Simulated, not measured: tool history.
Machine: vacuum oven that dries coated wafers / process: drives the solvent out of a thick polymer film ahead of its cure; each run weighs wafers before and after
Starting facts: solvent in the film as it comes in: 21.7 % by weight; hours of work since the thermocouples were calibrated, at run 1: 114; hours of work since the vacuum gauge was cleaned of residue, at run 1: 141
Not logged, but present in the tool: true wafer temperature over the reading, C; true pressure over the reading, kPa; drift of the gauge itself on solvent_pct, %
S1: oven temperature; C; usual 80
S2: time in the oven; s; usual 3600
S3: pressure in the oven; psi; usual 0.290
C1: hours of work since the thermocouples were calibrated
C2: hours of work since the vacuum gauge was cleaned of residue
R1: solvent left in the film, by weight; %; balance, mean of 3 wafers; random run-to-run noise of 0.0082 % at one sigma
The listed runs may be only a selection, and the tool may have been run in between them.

| run | day | S1 | S2 | S3 | C1 | C2 | R1 |
|---|---|---|---|---|---|---|---|
| 1 | 0.000 | 80 | 3600 | 0.290 | 114 | 141 | 1.773 |
| 2 | 1.354 | 80 | 3600 | 0.290 | 128 | 154 | 1.761 |
| 3 | 2.579 | 80 | 3600 | 0.814 | 140 | 166 | 3.470 |
| 4 | 3.450 | 80 | 3600 | 0.814 | 148 | 174 | 3.479 |
| 5 | 4.975 | 80 | 3600 | 0.814 | 163 | 189 | 3.472 |
| 6 | 6.725 | 80 | 3600 | 0.814 | 180 | 206 | 3.477 |
| 7 | 8.446 | 80 | 3600 | 0.814 | 197 | 223 | 3.465 |
| 8 | 9.892 | 80 | 3600 | 0.814 | 211 | 237 | 3.465 |
| 9 | 11.300 | 80 | 3600 | 0.814 | 225 | 251 | 3.456 |
| 10 | 12.604 | 80 | 3600 | 0.814 | 237 | 264 | 3.458 |
| 11 | 14.438 | 80 | 3600 | 0.290 | 255 | 282 | 1.765 |
| 12 | 16.117 | 80 | 3600 | 0.290 | 272 | 298 | 1.774 |
| 13 | 18.000 | 80 | 3600 | 0.290 | 290 | 316 | 1.772 |
| 14 | 19.517 | 80 | 3600 | 0.290 | 305 | 331 | 1.769 |
| 15 | 20.971 | 80 | 3600 | 0.290 | 319 | 345 | 1.793 |
| 16 | 22.817 | 80 | 3600 | 0.290 | 337 | 363 | 1.773 |
| 17 | 24.621 | 80 | 3600 | 0.290 | 355 | 381 | 1.779 |
| 18 | 25.479 | 80 | 3600 | 0.290 | 363 | 389 | 1.765 |
| 19 | 26.412 | 66 | 3600 | 0.290 | 372 | 399 | 4.915 |
| 20 | 28.150 | 66 | 3600 | 0.290 | 389 | 415 | 4.911 |
| 21 | 29.004 | 66 | 2580 | 0.290 | 397 | 424 | 6.768 |
| 22 | 29.900 | 66 | 2580 | 0.290 | 406 | 433 | 6.783 |
| 23 | 31.788 | 66 | 2580 | 0.290 | 424 | 451 | 6.760 |
| 24 | 32.708 | 72 | 2580 | 0.290 | 433 | 460 | 4.896 |
| 25 | 33.704 | 67 | 1800 | 0.545 | 443 | 470 | 9.559 |
| 26 | 35.183 | 80 | 3600 | 0.223 | 458 | 484 | 1.560 |
| 27 | 36.592 | 75 | 5160 | 0.242 | 471 | 498 | 1.500 |
| 28 | 37.508 | 80 | 3600 | 0.605 | 480 | 507 | 2.815 |
| 29 | 38.804 | 73 | 2340 | 0.325 | 493 | 519 | 5.260 |
| 30 | 40.525 | 68 | 5460 | 0.196 | 510 | 536 | 2.194 |
| 31 | 42.388 | 68 | 5460 | 0.196 | 528 | 554 | 2.198 |
| 32 | 43.533 | 76 | 5460 | 0.196 | 539 | 566 | 1.121 |
| 33 | 44.729 | 76 | 5460 | 0.196 | 551 | 577 | 1.113 |
| 34 | 45.658 | 80 | 2400 | 0.252 | 560 | 586 | 3.074 |
| 35 | 47.250 | 80 | 3000 | 0.467 | 575 | 602 | 2.858 |
| 36 | 48.292 | 93 | 3000 | 0.467 | 585 | 612 | 1.178 |
| 37 | 49.333 | 82 | 4500 | 0.307 | 596 | 622 | 1.215 |
| 38 | 51.192 | 80 | 4440 | 0.290 | 614 | 640 | 1.371 |
| 39 | 52.492 | 86 | 3300 | 0.451 | 626 | 653 | 1.665 |
| 40 | 54.075 | 86 | 5040 | 0.451 | 642 | 668 | 1.277 |
| 41 | 55.550 | 86 | 5040 | 0.451 | 656 | 683 | 1.261 |
| 42 | 56.679 | 85 | 2220 | 1.031 | 667 | 694 | 4.336 |
| 43 | 57.996 | 80 | 3240 | 0.220 | 680 | 707 | 1.848 |
| 44 | 59.246 | 79 | 2040 | 0.316 | 692 | 719 | 4.291 |
| 45 | 61.167 | 79 | 2040 | 0.316 | 711 | 738 | 4.301 |

Below are 4 alternative next runs, each starting from the tool's condition after run 45. Predict each:
| A | 62.883 | 94 | 2040 | 0.532 | 728 | 754 | ? |
| B | 62.883 | 83 | 3180 | 0.241 | 728 | 754 | ? |
| C | 62.883 | 86 | 2040 | 0.438 | 728 | 754 | ? |
| D | 62.883 | 82 | 2040 | 0.170 | 728 | 754 | ? |

| run | R1 |
|---|---|
| A | 1.828 |
| B | 1.520 |
| C | 2.971 |
| D | 3.133 |
The same runs, with their run-to-run variation unchanged, on a tool lacking any hidden condition would have given:
| run | R1 |
|---|---|
| A | 1.828 |
| B | 1.520 |
| C | 2.972 |
| D | 3.134 |
